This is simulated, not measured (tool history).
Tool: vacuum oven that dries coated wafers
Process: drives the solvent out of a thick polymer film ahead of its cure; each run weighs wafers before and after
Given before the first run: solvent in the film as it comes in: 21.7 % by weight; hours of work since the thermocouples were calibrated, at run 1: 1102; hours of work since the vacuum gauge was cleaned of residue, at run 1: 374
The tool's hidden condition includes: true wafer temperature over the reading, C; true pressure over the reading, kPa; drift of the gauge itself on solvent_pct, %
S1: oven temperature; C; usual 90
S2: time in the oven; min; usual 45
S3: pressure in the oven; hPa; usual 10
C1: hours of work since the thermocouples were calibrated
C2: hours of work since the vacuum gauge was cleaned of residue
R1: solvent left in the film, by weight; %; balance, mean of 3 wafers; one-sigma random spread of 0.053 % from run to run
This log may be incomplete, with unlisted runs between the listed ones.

| run | hour | S1 | S2 | S3 | C1 | C2 | R1 |
|---|---|---|---|---|---|---|---|
| 1 | 0 | 90 | 45 | 10 | 1102 | 374 | 2.31 |
| 2 | 14.2 | 83 | 45 | 10 | 1109 | 381 | 3.99 |
| 3 | 48.5 | 83 | 45 | 10 | 1125 | 397 | 4.08 |
| 4 | 81.5 | 83 | 45 | 22.8 | 1140 | 412 | 5.2 |
| 5 | 96.9 | 90 | 45 | 10 | 1147 | 419 | 2.34 |
| 6 | 120.9 | 90 | 45 | 10 | 1159 | 430 | 2.42 |
| 7 | 141.5 | 101 | 45 | 10 | 1168 | 440 | 0.86 |
| 8 | 170.8 | 90 | 45 | 10 | 1182 | 454 | 2.46 |
| 9 | 191.7 | 90 | 45 | 10 | 1192 | 463 | 2.57 |
| 10 | 217.9 | 90 | 45 | 10 | 1204 | 476 | 2.37 |
| 11 | 240 | 90 | 31 | 10 | 1214 | 486 | 4.09 |
| 12 | 264.3 | 90 | 31 | 10 | 1225 | 497 | 4.21 |
| 13 | 291.4 | 90 | 31 | 10 | 1238 | 510 | 4.06 |
| 14 | 309 | 90 | 31 | 10 | 1246 | 518 | 4.05 |
| 15 | 332.1 | 79 | 31 | 10 | 1257 | 529 | 7.48 |
| 16 | 352.3 | 90 | 64 | 10 | 1266 | 538 | 1.5 |
| 17 | 381.4 | 90 | 64 | 10 | 1280 | 552 | 1.53 |
| 18 | 403.4 | 90 | 64 | 31.1 | 1290 | 562 | 3.14 |
|  | 407.8 | oven's thermocouples calibrated |
| 19 | 428.9 | 87 | 64 | 31.1 | 10 | 573 | 3.2 |
| 20 | 451.1 | 91 | 59 | 10 | 20 | 584 | 1.36 |
| 21 | 475.3 | 91 | 59 | 10 | 31 | 595 | 1.25 |
| 22 | 504.4 | 90 | 80 | 10 | 45 | 608 | 1.04 |
| 23 | 522.1 | 90 | 80 | 5.1 | 53 | 617 | 0.73 |
| 24 | 552.3 | 90 | 80 | 5.1 | 67 | 631 | 0.71 |
| 25 | 579.6 | 98 | 29 | 19.9 | 80 | 643 | 2.76 |
| 26 | 610.6 | 96 | 55 | 19.9 | 95 | 658 | 1.55 |
| 27 | 631.1 | 95 | 24 | 26.7 | 104 | 668 | 4.68 |
| 28 | 661.4 | 95 | 24 | 26.7 | 118 | 682 | 4.5 |
| 29 | 682.4 | 80 | 41 | 9.7 | 128 | 691 | 4.98 |
| 30 | 713.2 | 81 | 53 | 10 | 142 | 706 | 3.53 |
| 31 | 731.7 | 103 | 53 | 7.2 | 151 | 714 | 0.62 |

Some steps in R1, run to run, broken into two amounts with sign: the step expected even without the hidden condition (settings, incoming material, random variation), and the rest, left for the hidden condition together with whatever gauge scatter is not in both the measured and the hidden-condition-free result:
Run 7 -> 8: S1 101 -> 90. R1 +1.6 %: hidden state +0.34, all else +1.26.
Run 14 -> 15: S1 90 -> 79. R1 +3.43 %: hidden state +0.24, all else +3.19.
Run 15 -> 16: S1 79 -> 90, S2 31 -> 64. R1 -5.98 %: hidden state -0.6, all else -5.38.
Run 26 -> 27: S1 96 -> 95, S2 55 -> 24, S3 19.9 -> 26.7. R1 +3.13 %: hidden state +0.14, all else +2.99.
Run 30 -> 31: S1 81 -> 103, S3 10 -> 7.2. R1 -2.91 %: hidden state -0.35, all else -2.56.

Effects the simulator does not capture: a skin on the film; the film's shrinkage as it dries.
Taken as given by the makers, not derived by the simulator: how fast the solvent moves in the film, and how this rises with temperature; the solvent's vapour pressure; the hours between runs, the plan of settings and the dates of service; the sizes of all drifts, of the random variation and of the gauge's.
